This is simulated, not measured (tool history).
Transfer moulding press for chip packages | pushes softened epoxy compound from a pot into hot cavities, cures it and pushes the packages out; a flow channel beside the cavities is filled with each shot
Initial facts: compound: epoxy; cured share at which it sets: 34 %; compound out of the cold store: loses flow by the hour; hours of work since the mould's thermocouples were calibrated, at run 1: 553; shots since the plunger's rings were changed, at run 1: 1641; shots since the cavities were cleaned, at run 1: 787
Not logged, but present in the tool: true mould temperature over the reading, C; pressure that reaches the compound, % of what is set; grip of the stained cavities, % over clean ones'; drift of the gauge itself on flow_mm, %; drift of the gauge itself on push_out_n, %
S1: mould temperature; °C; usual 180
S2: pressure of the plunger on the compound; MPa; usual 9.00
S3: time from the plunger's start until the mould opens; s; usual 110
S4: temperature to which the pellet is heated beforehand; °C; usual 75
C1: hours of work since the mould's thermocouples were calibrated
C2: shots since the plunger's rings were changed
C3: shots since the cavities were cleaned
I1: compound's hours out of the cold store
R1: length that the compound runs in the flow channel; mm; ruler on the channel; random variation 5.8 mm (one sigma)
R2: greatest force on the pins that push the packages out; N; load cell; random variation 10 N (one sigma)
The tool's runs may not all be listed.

Run 1, hour 0.0: usual settings; C1 553; C2 1641; C3 787; I1 11.8. Result: R1 669 mm, R2 476 N.
Run 2, hour 33.5: usual settings but S1 177 °C; C1 567; C2 1867; C3 1013; I1 32.6. Result: R1 626 mm, R2 536 N.
At hour 54.7: cavities cleaned with cleaning compound and waxed.
Run 3, hour 92.7: usual settings but S1 177 °C, S4 70 °C; C1 591; C2 2258; C3 258; I1 34.1. Result: R1 621 mm, R2 519 N.
Run 4, hour 145.0: usual settings; C1 613; C2 2612; C3 612; I1 39.5. Result: R1 603 mm, R2 488 N.
Run 5, hour 188.8: usual settings but S3 134 s; C1 631; C2 2908; C3 908; I1 41.5. Result: R1 592 mm, R2 424 N.
At hour 225.2: cavities cleaned with cleaning compound and waxed.
Run 6, hour 229.3: usual settings but S3 134 s; C1 647; C2 3172; C3 29; I1 19.7. Result: R1 644 mm, R2 427 N.
Run 7, hour 269.3: usual settings but S4 81 °C; C1 663; C2 3442; C3 299; I1 45.5. Result: R1 591 mm, R2 463 N.
Run 8, hour 309.7: usual settings; C1 680; C2 3715; C3 572; I1 37.5. Result: R1 602 mm, R2 468 N.
Run 9, hour 339.5: usual settings but S4 76 °C; C1 692; C2 3917; C3 774; I1 40.2. Result: R1 595 mm, R2 475 N.
Run 10, hour 370.7: usual settings but S1 188 °C; C1 705; C2 4128; C3 985; I1 36.7. Result: R1 583 mm, R2 418 N.
At hour 395.4: cavities cleaned with cleaning compound and waxed.
Run 11, hour 405.8: usual settings; C1 719; C2 4355; C3 70; I1 32.4. Result: R1 631 mm, R2 457 N.
Run 12, hour 463.3: usual settings; C1 743; C2 4744; C3 459; I1 46.2. Result: R1 590 mm, R2 465 N.
Run 13, hour 512.6: usual settings but S2 7.00 MPa, S4 73 °C; C1 764; C2 5077; C3 792; I1 18.8. Result: R1 577 mm, R2 490 N.
At hour 570.4: cavities cleaned with cleaning compound and waxed.
Run 14, hour 574.8: usual settings but S2 7.00 MPa, S4 73 °C; C1 789; C2 5488; C3 30; I1 11.3. Result: R1 585 mm, R2 483 N.
Run 15, hour 619.4: usual settings but S2 10.16 MPa, S4 73 °C; C1 807; C2 5789; C3 331; I1 32.3. Result: R1 659 mm, R2 484 N.
Run 16, hour 661.5: usual settings but S2 10.16 MPa, S4 73 °C; C1 825; C2 6074; C3 616; I1 34.1. Result: R1 658 mm, R2 477 N.
At hour 689.5: mould's thermocouples calibrated.
Run 17, hour 721.1: usual settings but S2 7.05 MPa; C1 13; C2 6464; C3 1006; I1 13.3. Result: R1 574 mm, R2 477 N.
At hour 743.8: cavities cleaned with cleaning compound and waxed.
Run 18, hour 764.3: usual settings but S1 181 °C, S2 8.32 MPa, S4 74 °C; C1 30; C2 6746; C3 139; I1 47.0. Result: R1 555 mm, R2 465 N.
At hour 784.2: plunger's sealing rings changed.
Run 19, hour 822.3: usual settings but S1 174 °C, S3 130 s, S4 70 °C; C1 53; C2 258; C3 514; I1 13.8. Result: R1 673 mm, R2 493 N.
Run 20, hour 856.3: usual settings but S1 174 °C, S2 7.07 MPa, S3 130 s, S4 70 °C; C1 67; C2 488; C3 744; I1 22.7. Result: R1 587 mm, R2 485 N.
Run 21, hour 889.8: usual settings but S1 174 °C, S2 7.07 MPa, S3 130 s, S4 81 °C; C1 81; C2 714; C3 970; I1 38.0. Result: R1 555 mm, R2 502 N.
At hour 917.6: cavities cleaned with cleaning compound and waxed.
Run 22, hour 924.7: usual settings but S1 177 °C, S3 119 s; C1 95; C2 940; C3 48; I1 11.9. Result: R1 678 mm, R2 500 N.
Run 23, hour 952.5: usual settings but S2 8.46 MPa, S4 74 °C; C1 107; C2 1128; C3 236; I1 10.1. Result: R1 647 mm, R2 479 N.
Run 24, hour 977.9: usual settings but S2 10.12 MPa, S4 71 °C; C1 117; C2 1300; C3 408; I1 44.2. Result: R1 626 mm, R2 465 N.

Forecast each of these 5 alternatives for the next run:
Run A, hour 1022.0: usual settings but S1 182 °C, S2 9.36 MPa, S4 74 °C; C1 135; C2 1598; C3 706; I1 46.4. Result: R1 ?, R2 ?.
Run B, hour 1022.0: usual settings but S4 66 °C; C1 135; C2 1598; C3 706; I1 15.2. Result: R1 ?, R2 ?.
Run C, hour 1022.0: usual settings but S2 10.12 MPa, S3 139 s, S4 71 °C; C1 135; C2 1598; C3 706; I1 42.1. Result: R1 ?, R2 ?.
Run D, hour 1022.0: usual settings but S1 175 °C, S2 10.12 MPa, S3 98 s, S4 70 °C; C1 135; C2 1598; C3 706; I1 29.0. Result: R1 ?, R2 ?.
Run E, hour 1022.0: usual settings but S2 9.67 MPa, S3 93 s, S4 77 °C; C1 135; C2 1598; C3 706; I1 11.4. Result: R1 ?, R2 ?.

run   R1   R2
  A  588  444
  B  655  491
  C  629  432
  D  675  721
  E  708  619
Without the tool's unlogged condition, the same runs would have read:
run   R1   R2
  A  588  437
  B  655  483
  C  629  426
  D  676  709
  E  708  609
